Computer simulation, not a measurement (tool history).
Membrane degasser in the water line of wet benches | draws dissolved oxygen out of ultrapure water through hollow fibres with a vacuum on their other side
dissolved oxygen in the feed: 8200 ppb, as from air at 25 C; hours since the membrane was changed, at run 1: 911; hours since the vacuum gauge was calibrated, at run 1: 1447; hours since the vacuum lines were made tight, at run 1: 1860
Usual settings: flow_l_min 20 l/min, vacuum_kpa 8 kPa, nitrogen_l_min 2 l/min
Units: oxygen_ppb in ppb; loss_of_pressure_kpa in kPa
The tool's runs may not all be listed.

run,day,flow_l_min,vacuum_kpa,nitrogen_l_min,hours since the membrane was changed,hours since the vacuum gauge was calibrated,hours since the vacuum lines were made tight,oxygen_ppb,loss_of_pressure_kpa
1,0,20,8,2,911,1447,1860,297.8,57.66
2,1.992,20,8,2.3,959,1494,1908,285.4,57.79
3,3.371,20,9.68,2,992,1528,1941,338.1,58.05
4,4.629,25,8,2,1022,1558,1971,376.7,72.57
5,6.654,25,8,2,1071,1606,2020,374.7,72.77
6,7.638,25,8,2,1095,1630,2043,371.1,72.65
7,9.683,25,8,2,1144,1679,2092,376.5,72.77
8,10.717,20,18.6,2,1169,1704,2117,529.5,58.22
9,12.508,20,18.6,2,1212,1747,2160,528.7,58.1
10,14.275,20,18.6,2,1254,1789,2203,525.9,57.91
11,15.329,26,5.58,1.7,1279,1815,2228,334.1,75.82
12,17.092,26,5.58,1.7,1322,1857,2270,334.5,75.82
13,18.333,13,8.74,5.61,1351,1887,2300,140.8,37.35
14,20.179,16,6.76,2,1396,1931,2344,213.3,46.5

Run 15 comes next. What will it give?
15,22.204,20,12.63,2.71,1444,1980,2393,?,?

{"run 15": {"oxygen_ppb": 351.7, "loss_of_pressure_kpa": 58.41}}
Without the tool's hidden state the same run would have given oxygen_ppb 343.2 ppb, loss_of_pressure_kpa 57.86 kPa.

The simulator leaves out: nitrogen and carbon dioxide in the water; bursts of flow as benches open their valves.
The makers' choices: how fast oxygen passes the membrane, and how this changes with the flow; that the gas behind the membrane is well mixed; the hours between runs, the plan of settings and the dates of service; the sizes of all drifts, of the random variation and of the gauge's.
